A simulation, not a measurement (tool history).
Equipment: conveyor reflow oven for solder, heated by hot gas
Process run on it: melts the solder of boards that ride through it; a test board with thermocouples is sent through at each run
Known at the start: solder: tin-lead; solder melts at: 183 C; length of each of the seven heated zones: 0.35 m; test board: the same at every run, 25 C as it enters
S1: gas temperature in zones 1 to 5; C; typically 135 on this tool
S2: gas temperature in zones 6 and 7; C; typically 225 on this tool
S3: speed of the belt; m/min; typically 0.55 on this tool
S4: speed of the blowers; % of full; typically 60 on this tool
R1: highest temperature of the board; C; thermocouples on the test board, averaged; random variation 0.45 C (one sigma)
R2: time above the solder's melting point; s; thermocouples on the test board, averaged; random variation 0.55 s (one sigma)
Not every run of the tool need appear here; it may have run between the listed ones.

run	hour	S1	S2	S3	S4	R1	R2
1	0	135	225	0.55	60	208.3	50.9
# hour 37.9: belt drive overhauled, speed set with a stopwatch
2	71.2	135	225	0.55	60	206.9	47.3
3	111.8	135	225	0.55	80	209	51.4
4	175.7	135	237	0.55	60	217.8	56.2
5	223.1	135	237	0.55	60	216.6	56.7
6	310.9	135	237	0.55	60	216	55.4
7	350.2	137	225	0.55	60	205.6	46.8
8	433.4	137	225	0.55	60	204.8	45.6
# hour 487.2: flux residue cleaned out of gas plates and filters
9	502.8	137	225	0.55	60	207.5	48.9
10	587.9	135	225	0.55	60	206	46.4
# hour 641.2: thermocouples of zones 6 and 7 changed
11	675.7	135	225	0.55	60	210.6	52.2
12	747.1	135	225	0.55	60	210.5	50.7
13	807.6	135	226	0.55	60	210.6	51
14	857.5	135	225	0.55	60	209.3	48.1
15	895.8	135	225	0.55	60	209.6	50.2
# hour 973.5: flux residue cleaned out of gas plates and filters
16	975.4	133	233	0.55	60	217.5	57.7
17	1027.1	135	238	0.489	56	224.9	70.5
18	1089.2	135	215	0.453	58	205.5	59.7
19	1149.1	121	215	0.55	60	199.4	34.5
20	1237.5	144	238	0.475	70	226.6	77.6

What will run 21 give?
21	1330.4	145	238	0.475	53	?	?

R1: 224.3 C
R2: 77.1 s
The same run, on a tool lacking any hidden state, would have yielded R1 226.7 C, R2 77.6 s.
